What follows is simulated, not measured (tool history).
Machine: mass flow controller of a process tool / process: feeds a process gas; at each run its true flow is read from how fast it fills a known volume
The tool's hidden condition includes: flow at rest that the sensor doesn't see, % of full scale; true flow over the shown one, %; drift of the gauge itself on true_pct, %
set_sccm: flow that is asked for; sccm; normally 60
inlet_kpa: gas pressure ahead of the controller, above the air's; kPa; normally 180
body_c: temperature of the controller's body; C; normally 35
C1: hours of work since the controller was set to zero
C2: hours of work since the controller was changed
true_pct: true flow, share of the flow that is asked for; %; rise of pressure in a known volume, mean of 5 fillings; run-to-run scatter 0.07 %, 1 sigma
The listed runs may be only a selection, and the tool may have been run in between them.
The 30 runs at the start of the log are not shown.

run 31 day=455.379 | set_sccm=60 inlet_kpa=180 body_c=30 | C1=5625 C2=5625 | true_pct=100.10
run 32 day=467.258 | set_sccm=72 inlet_kpa=185 body_c=35 | C1=5831 C2=5831 | true_pct=100.30
-- day=471.662 gauge calibrated
run 33 day=487.942 | set_sccm=72 inlet_kpa=185 body_c=35 | C1=6190 C2=6190 | true_pct=98.85
run 34 day=509.346 | set_sccm=60 inlet_kpa=180 body_c=22 | C1=6560 C2=6560 | true_pct=99.43
run 35 day=523.571 | set_sccm=60 inlet_kpa=180 body_c=22 | C1=6807 C2=6807 | true_pct=99.44
run 36 day=538.525 | set_sccm=25 inlet_kpa=183 body_c=22 | C1=7066 C2=7066 | true_pct=98.61
run 37 day=558.333 | set_sccm=25 inlet_kpa=183 body_c=22 | C1=7409 C2=7409 | true_pct=98.91
run 38 day=575.333 | set_sccm=25 inlet_kpa=183 body_c=22 | C1=7704 C2=7704 | true_pct=98.75
run 39 day=595.629 | set_sccm=20 inlet_kpa=245 body_c=39 | C1=8056 C2=8056 | true_pct=97.83
run 40 day=613.429 | set_sccm=65 inlet_kpa=270 body_c=27 | C1=8364 C2=8364 | true_pct=99.42
run 41 day=630.058 | set_sccm=65 inlet_kpa=270 body_c=27 | C1=8653 C2=8653 | true_pct=99.37
-- day=632.008 controller's zero set anew
run 42 day=644.554 | set_sccm=34 inlet_kpa=177 body_c=35 | C1=217 C2=8903 | true_pct=98.50
run 43 day=662.792 | set_sccm=34 inlet_kpa=177 body_c=35 | C1=534 C2=9219 | true_pct=98.52

Forecast each of these 3 alternatives for the next run:
run A day=672.096 | set_sccm=40 inlet_kpa=242 body_c=24 | C1=695 C2=9381 | true_pct=?
run B day=672.096 | set_sccm=10 inlet_kpa=248 body_c=36 | C1=695 C2=9381 | true_pct=?
run C day=672.096 | set_sccm=19 inlet_kpa=180 body_c=35 | C1=695 C2=9381 | true_pct=?

run=A true_pct=99.05
run=B true_pct=97.80
run=C true_pct=98.22
What these runs would have given with no unlogged condition in the tool:
run=A true_pct=98.54
run=B true_pct=97.29
run=C true_pct=97.71

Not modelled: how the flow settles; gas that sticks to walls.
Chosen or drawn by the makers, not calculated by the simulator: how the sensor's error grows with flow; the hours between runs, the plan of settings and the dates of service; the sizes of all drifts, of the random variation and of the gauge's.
